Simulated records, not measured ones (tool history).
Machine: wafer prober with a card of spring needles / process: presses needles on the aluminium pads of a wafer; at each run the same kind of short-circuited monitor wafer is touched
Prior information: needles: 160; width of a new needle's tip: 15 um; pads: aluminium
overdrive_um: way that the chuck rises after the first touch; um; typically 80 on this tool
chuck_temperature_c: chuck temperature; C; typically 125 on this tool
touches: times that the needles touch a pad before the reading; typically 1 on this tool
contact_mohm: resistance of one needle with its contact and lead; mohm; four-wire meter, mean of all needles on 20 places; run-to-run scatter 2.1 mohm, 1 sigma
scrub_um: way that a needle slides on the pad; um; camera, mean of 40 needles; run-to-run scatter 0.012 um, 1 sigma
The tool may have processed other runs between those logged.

| run | hour | overdrive_um | chuck_temperature_c | touches | contact_mohm | scrub_um |
|---|---|---|---|---|---|---|
| 1 | 0.0 | 80 | 125 | 1 | 235 | 9.85 |
|  | 2.9 | tips cleaned on abrasive film |
| 2 | 10.8 | 80 | 125 | 1 | 239 | 9.86 |
|  | 16.6 | tips cleaned on abrasive film |
| 3 | 28.8 | 84 | 125 | 1 | 238 | 10.37 |
|  | 30.5 | tips cleaned on abrasive film |
| 4 | 42.1 | 80 | 125 | 1 | 240 | 9.84 |
|  | 45.8 | tips cleaned on abrasive film |
| 5 | 57.2 | 80 | 125 | 1 | 237 | 9.85 |
|  | 60.8 | tips cleaned on abrasive film |
|  | 75.2 | tips cleaned on abrasive film |
| 6 | 76.7 | 71 | 125 | 1 | 239 | 8.73 |
|  | 89.4 | tips cleaned on abrasive film |
| 7 | 98.5 | 71 | 125 | 1 | 237 | 8.74 |
|  | 103.0 | tips cleaned on abrasive film |
| 8 | 108.3 | 71 | 125 | 1 | 235 | 8.71 |
|  | 117.8 | tips cleaned on abrasive film |
| 9 | 119.0 | 80 | 125 | 1 | 239 | 9.86 |
|  | 131.4 | tips cleaned on abrasive film |
| 10 | 132.2 | 80 | 125 | 1 | 235 | 9.86 |
|  | 145.1 | tips cleaned on abrasive film |
| 11 | 148.7 | 80 | 125 | 1 | 236 | 9.83 |
|  | 158.8 | tips cleaned on abrasive film |
| 12 | 166.8 | 80 | 125 | 1 | 238 | 9.85 |
|  | 173.2 | tips cleaned on abrasive film |
|  | 186.8 | tips cleaned on abrasive film |
| 13 | 186.8 | 80 | 125 | 3 | 232 | 9.87 |
| 14 | 198.4 | 80 | 125 | 1 | 237 | 9.85 |
|  | 201.8 | tips cleaned on abrasive film |
|  | 215.9 | tips cleaned on abrasive film |
| 15 | 216.5 | 65 | 125 | 1 | 237 | 8.01 |
|  | 231.3 | tips cleaned on abrasive film |
| 16 | 232.8 | 91 | 125 | 1 | 235 | 11.18 |
|  | 245.0 | tips cleaned on abrasive film |
| 17 | 250.5 | 91 | 125 | 1 | 232 | 11.20 |
|  | 259.5 | tips cleaned on abrasive film |
| 18 | 269.6 | 91 | 125 | 1 | 234 | 11.20 |
|  | 273.2 | tips cleaned on abrasive film |
|  | 287.3 | tips cleaned on abrasive film |
| 19 | 288.1 | 96 | 74 | 1 | 225 | 11.82 |
|  | 301.1 | tips cleaned on abrasive film |
| 20 | 308.4 | 96 | 74 | 1 | 223 | 11.81 |
|  | 314.8 | tips cleaned on abrasive film |
|  | 330.0 | tips cleaned on abrasive film |
| 21 | 330.5 | 90 | 74 | 3 | 225 | 11.07 |
|  | 344.0 | tips cleaned on abrasive film |
| 22 | 352.5 | 66 | 74 | 3 | 226 | 8.12 |
|  | 359.3 | tips cleaned on abrasive film |
| 23 | 366.9 | 64 | 125 | 1 | 236 | 7.86 |
|  | 374.4 | tips cleaned on abrasive film |
| 24 | 382.1 | 78 | 37 | 2 | 215 | 9.59 |
|  | 388.4 | tips cleaned on abrasive film |
|  | 402.1 | tips cleaned on abrasive film |
| 25 | 404.0 | 78 | 37 | 2 | 219 | 9.58 |
|  | 416.0 | tips cleaned on abrasive film |
| 26 | 416.4 | 78 | 37 | 2 | 217 | 9.62 |
|  | 429.7 | tips cleaned on abrasive film |
| 27 | 438.3 | 60 | 125 | 2 | 238 | 7.38 |
|  | 444.3 | tips cleaned on abrasive film |
| 28 | 457.2 | 66 | 33 | 2 | 219 | 8.12 |
|  | 458.4 | tips cleaned on abrasive film |
|  | 472.7 | tips cleaned on abrasive film |
| 29 | 475.8 | 66 | 33 | 2 | 215 | 8.12 |
|  | 486.5 | tips cleaned on abrasive film |
| 30 | 491.1 | 64 | 33 | 1 | 217 | 7.87 |
|  | 492.3 | height of the first contact set anew |
|  | 501.3 | tips cleaned on abrasive film |
| 31 | 507.6 | 93 | 123 | 1 | 236 | 11.47 |
|  | 516.0 | tips cleaned on abrasive film |
| 32 | 524.6 | 92 | 125 | 2 | 235 | 11.34 |

Forecast each of these 3 alternatives for the next run:
|  | 529.5 | tips cleaned on abrasive film |
| A | 535.1 | 80 | 125 | 2 | ? | ? |
|  | 529.5 | tips cleaned on abrasive film |
| B | 535.1 | 65 | 125 | 1 | ? | ? |
|  | 529.5 | tips cleaned on abrasive film |
| C | 535.1 | 80 | 108 | 2 | ? | ? |

| run | contact_mohm | scrub_um |
|---|---|---|
| A | 238 | 9.86 |
| B | 239 | 7.98 |
| C | 233 | 9.86 |
Without the tool's unlogged condition, the same runs would have read:
| run | contact_mohm | scrub_um |
|---|---|---|
| A | 237 | 9.86 |
| B | 239 | 7.98 |
| C | 233 | 9.86 |
